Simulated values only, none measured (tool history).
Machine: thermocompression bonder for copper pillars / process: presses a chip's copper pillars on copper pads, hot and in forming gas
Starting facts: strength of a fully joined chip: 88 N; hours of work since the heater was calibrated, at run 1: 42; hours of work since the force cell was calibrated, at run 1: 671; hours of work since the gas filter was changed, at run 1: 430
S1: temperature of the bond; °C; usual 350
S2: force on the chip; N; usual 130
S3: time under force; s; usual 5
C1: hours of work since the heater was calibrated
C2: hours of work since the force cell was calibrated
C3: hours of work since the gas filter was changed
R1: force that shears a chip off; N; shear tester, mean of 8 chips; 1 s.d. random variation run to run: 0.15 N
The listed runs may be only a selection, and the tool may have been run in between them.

{"run": 1, "hour": 0.0, "S1": 350, "S2": 130, "S3": 5, "C1": 42, "C2": 671, "C3": 430, "R1": 29.8}
{"hour": 21.2, "done": "forming gas filter changed"}
{"run": 2, "hour": 33.1, "S1": 350, "S2": 130, "S3": 5, "C1": 62, "C2": 691, "C3": 7, "R1": 30.7}
{"run": 3, "hour": 64.3, "S1": 325, "S2": 130, "S3": 5, "C1": 82, "C2": 711, "C3": 27, "R1": 24}
{"run": 4, "hour": 109.4, "S1": 377, "S2": 130, "S3": 5, "C1": 110, "C2": 739, "C3": 55, "R1": 38.2}
{"run": 5, "hour": 154.2, "S1": 350, "S2": 99, "S3": 5, "C1": 137, "C2": 766, "C3": 82, "R1": 23}
{"run": 6, "hour": 216.0, "S1": 350, "S2": 99, "S3": 5, "C1": 176, "C2": 805, "C3": 121, "R1": 22.9}
{"run": 7, "hour": 255.9, "S1": 350, "S2": 99, "S3": 5, "C1": 200, "C2": 829, "C3": 145, "R1": 22.5}
{"run": 8, "hour": 321.7, "S1": 350, "S2": 99, "S3": 5, "C1": 241, "C2": 870, "C3": 186, "R1": 23}
{"hour": 329.3, "done": "heater calibrated with a thermocouple chip"}
{"run": 9, "hour": 355.0, "S1": 350, "S2": 99, "S3": 5, "C1": 16, "C2": 890, "C3": 206, "R1": 22.3}
{"run": 10, "hour": 410.4, "S1": 350, "S2": 99, "S3": 5, "C1": 50, "C2": 924, "C3": 240, "R1": 22.2}
{"run": 11, "hour": 457.5, "S1": 341, "S2": 89, "S3": 5, "C1": 79, "C2": 953, "C3": 269, "R1": 18.1}
{"run": 12, "hour": 501.7, "S1": 345, "S2": 87, "S3": 3, "C1": 107, "C2": 981, "C3": 297, "R1": 14.5}
{"hour": 539.1, "done": "heater calibrated with a thermocouple chip, once more"}
{"run": 13, "hour": 543.4, "S1": 350, "S2": 142, "S3": 12, "C1": 3, "C2": 1005, "C3": 321, "R1": 44.9}
{"run": 14, "hour": 590.0, "S1": 347, "S2": 111, "S3": 13, "C1": 32, "C2": 1034, "C3": 350, "R1": 36.2}
{"run": 15, "hour": 650.7, "S1": 378, "S2": 165, "S3": 3, "C1": 69, "C2": 1072, "C3": 388, "R1": 38.6}
{"hour": 675.0, "done": "force cell calibrated"}
{"run": 16, "hour": 720.1, "S1": 327, "S2": 130, "S3": 3, "C1": 111, "C2": 28, "C3": 430, "R1": 19.7}
{"hour": 741.0, "done": "forming gas filter changed"}
{"run": 17, "hour": 769.1, "S1": 350, "S2": 130, "S3": 5, "C1": 141, "C2": 58, "C3": 17, "R1": 31.7}

Here are 3 independent what-if runs from the current tool condition. What would each one return?
{"run": "A", "hour": 834.3, "S1": 350, "S2": 130, "S3": 3, "C1": 182, "C2": 98, "C3": 58, "R1": "?"}
{"run": "B", "hour": 834.3, "S1": 350, "S2": 91, "S3": 5, "C1": 182, "C2": 98, "C3": 58, "R1": "?"}
{"run": "C", "hour": 834.3, "S1": 350, "S2": 161, "S3": 5, "C1": 182, "C2": 98, "C3": 58, "R1": "?"}

run=A R1=25.3
run=B R1=21.8
run=C R1=38.4
Had the tool no hidden state, the same runs would have come out as:
run=A R1=25.7
run=B R1=22.1
run=C R1=38.9

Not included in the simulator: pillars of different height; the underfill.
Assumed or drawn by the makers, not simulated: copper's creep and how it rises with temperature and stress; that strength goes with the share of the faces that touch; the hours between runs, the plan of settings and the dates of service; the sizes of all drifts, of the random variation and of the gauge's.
